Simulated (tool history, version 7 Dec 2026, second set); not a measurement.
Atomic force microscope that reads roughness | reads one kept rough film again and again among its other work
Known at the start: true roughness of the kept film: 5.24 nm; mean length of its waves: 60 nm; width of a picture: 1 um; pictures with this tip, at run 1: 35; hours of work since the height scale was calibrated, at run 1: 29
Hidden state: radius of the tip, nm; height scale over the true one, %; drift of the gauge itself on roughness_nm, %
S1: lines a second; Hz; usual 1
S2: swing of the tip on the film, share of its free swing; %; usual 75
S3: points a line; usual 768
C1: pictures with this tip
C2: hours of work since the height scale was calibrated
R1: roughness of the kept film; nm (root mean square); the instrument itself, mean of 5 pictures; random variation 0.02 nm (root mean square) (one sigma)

run	hour	S1	S2	S3	C1	C2	R1
1	0	1	75	768	35	29	4.765
2	21.3	1.08	75	768	70	39	4.684
# hour 38: new tip fitted
3	41.6	1.08	75	768	6	49	4.887
4	68.9	1.08	75	768	51	62	4.765
# hour 97.6: new tip fitted
5	98.8	1.08	75	768	2	77	4.944
6	136.3	1.08	75	608	64	95	4.731
# hour 156.9: new tip fitted
7	158.4	1.08	75	608	3	106	4.939
8	184.8	1.08	75	608	46	118	4.784
# hour 189.3: height scale calibrated on a step standard
9	202.2	1.08	75	608	73	6	4.69
# hour 218.3: new tip fitted
10	219.4	2.64	75	608	2	14	4.73
11	239.8	1	75	942	35	24	4.841
12	259.7	1	75	942	68	34	4.683
13	276.8	1	75	942	96	42	4.654
# hour 280.2: new tip fitted
14	300.5	0.61	76	627	34	54	4.881
15	328	0.61	75	627	79	67	4.762
# hour 339.8: new tip fitted
16	359.8	0.82	63	924	32	82	4.933
# hour 373.9: height scale calibrated on a step standard, once more
17	393.2	0.82	63	323	86	9	4.697
# hour 403.1: new tip fitted
18	415	1.24	68	768	20	20	4.907
19	449.6	2.32	79	391	77	37	4.467
# hour 464: new tip fitted
20	475.9	2.32	79	391	19	49	4.675
21	513.7	0.62	83	450	82	68	4.693
# hour 523.5: new tip fitted
22	549.7	0.96	78	768	43	85	4.796
23	575.3	2.02	75	307	85	98	4.503
# hour 584.4: new tip fitted
24	592.8	2.02	75	307	14	106	4.782
25	619.1	1.96	84	540	58	119	4.487
# hour 644: new tip fitted
26	647.4	1	57	768	6	132	4.992

Forecast each of these 3 alternatives for the next run:
A	664	1	75	443	33	140	?
B	664	1	63	768	33	140	?
C	664	2.37	59	565	33	140	?

run	R1
A	4.787
B	4.896
C	4.858
Without the tool's hidden state the same runs would have given:
run	R1
A	4.927
B	5.039
C	5

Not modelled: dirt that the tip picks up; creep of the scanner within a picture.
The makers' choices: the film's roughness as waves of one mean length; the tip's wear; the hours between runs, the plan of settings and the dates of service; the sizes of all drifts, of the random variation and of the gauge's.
